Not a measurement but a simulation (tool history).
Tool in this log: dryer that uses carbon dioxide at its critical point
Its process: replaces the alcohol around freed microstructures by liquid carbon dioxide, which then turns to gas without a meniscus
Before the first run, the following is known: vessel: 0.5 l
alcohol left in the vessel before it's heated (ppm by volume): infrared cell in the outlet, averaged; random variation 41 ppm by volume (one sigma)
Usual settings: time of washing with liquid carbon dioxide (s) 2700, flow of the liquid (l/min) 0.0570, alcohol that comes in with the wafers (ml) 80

run	hour	time of washing with liquid carbon dioxide (s)	flow of the liquid (l/min)	alcohol that comes in with the wafers (ml)	alcohol left in the vessel before it's heated (ppm by volume)
1	0.0	2700	0.0570	80	2987
2	16.0	1920	0.0570	80	9464
3	40.0	1920	0.0570	80	9778
4	69.0	1920	0.0570	80	9743
5	98.6	2700	0.0570	80	3257
6	118.6	2700	0.0570	80	3216
7	136.1	2700	0.0631	80	2057
8	162.2	2700	0.0570	80	3404
9	182.2	2700	0.0570	80	3355
10	211.7	2700	0.0570	80	3412
11	238.8	2700	0.0570	80	3407
12	265.8	2700	0.0570	80	3510
13	278.5	2700	0.0570	80	3622
14	295.0	2700	0.0826	80	577
15	315.2	2700	0.0826	80	598
16	343.8	2700	0.0826	80	602
17	359.8	2700	0.0826	80	619
18	373.3	2700	0.0826	80	627
19	390.9	2700	0.0826	80	648
20	408.5	2700	0.0826	80	659
21	438.3	2700	0.0826	80	673
22	467.7	2700	0.0826	80	678
23	483.8	2700	0.0570	80	3940
24	505.5	2700	0.0570	80	4117
25	526.5	2460	0.0570	79	5506
26	541.6	2700	0.0593	43	1946
27	565.0	2160	0.0570	80	8642
# hour 586.9: inlet filter changed
28	591.3	4200	0.0473	113	1398
29	604.2	2700	0.0341	47	9456
30	629.8	2700	0.0341	98	19137
31	644.9	3420	0.0746	80	261
32	669.5	2400	0.0349	25	6301
33	695.8	2400	0.0349	25	6136
34	715.0	2700	0.0570	30	1191
35	730.4	4080	0.0826	21	97
36	747.8	4080	0.0826	21	106
37	761.1	3540	0.0522	52	979
38	789.0	4020	0.0341	118	8161
39	816.9	2100	0.0421	80	17743
40	844.9	2100	0.0421	80	17402
41	869.4	1680	0.0427	80	27063
42	883.8	3300	0.0427	80	5071
43	896.6	4320	0.0427	80	1787
44	925.3	4320	0.0427	80	1827
45	949.2	1920	0.0378	39	13560
46	966.7	3060	0.0671	36	506
47	982.2	2340	0.0671	105	4107

For some of the steps in alcohol left in the vessel before it's heated (ppm by volume) from one run to the next: how much would appear even if the tool had no hidden state, given the settings, what came in and random variation, and how much remains for the hidden state plus any gauge scatter that the measured result and the result without hidden state don't share?
Hidden conditions of the tool in this case: flow that reaches the vessel past the clogged filter, %; alcohol in the recycled carbon dioxide, ppm; drift of the gauge itself on alcohol_ppm, %.
Run 26 -> 27: time of washing with liquid carbon dioxide (s) 2700 -> 2160, flow of the liquid (l/min) 0.0593 -> 0.0570, alcohol that comes in with the wafers (ml) 43 -> 80. alcohol left in the vessel before it's heated (ppm by volume) +6696: hidden state +1762, all else +4934.
Run 27 -> 28: time of washing with liquid carbon dioxide (s) 2160 -> 4200, flow of the liquid (l/min) 0.0570 -> 0.0473, alcohol that comes in with the wafers (ml) 80 -> 113, inlet filter changed. alcohol left in the vessel before it's heated (ppm by volume) -7244: hidden state -2371, all else -4873.
Run 30 -> 31: time of washing with liquid carbon dioxide (s) 2700 -> 3420, flow of the liquid (l/min) 0.0341 -> 0.0746, alcohol that comes in with the wafers (ml) 98 -> 80. alcohol left in the vessel before it's heated (ppm by volume) -18876: hidden state -364, all else -18512.
Run 41 -> 42: time of washing with liquid carbon dioxide (s) 1680 -> 3300. alcohol left in the vessel before it's heated (ppm by volume) -21992: hidden state -1231, all else -20761.
Run 45 -> 46: time of washing with liquid carbon dioxide (s) 1920 -> 3060, flow of the liquid (l/min) 0.0378 -> 0.0671, alcohol that comes in with the wafers (ml) 39 -> 36. alcohol left in the vessel before it's heated (ppm by volume) -13054: hidden state -1117, all else -11937.

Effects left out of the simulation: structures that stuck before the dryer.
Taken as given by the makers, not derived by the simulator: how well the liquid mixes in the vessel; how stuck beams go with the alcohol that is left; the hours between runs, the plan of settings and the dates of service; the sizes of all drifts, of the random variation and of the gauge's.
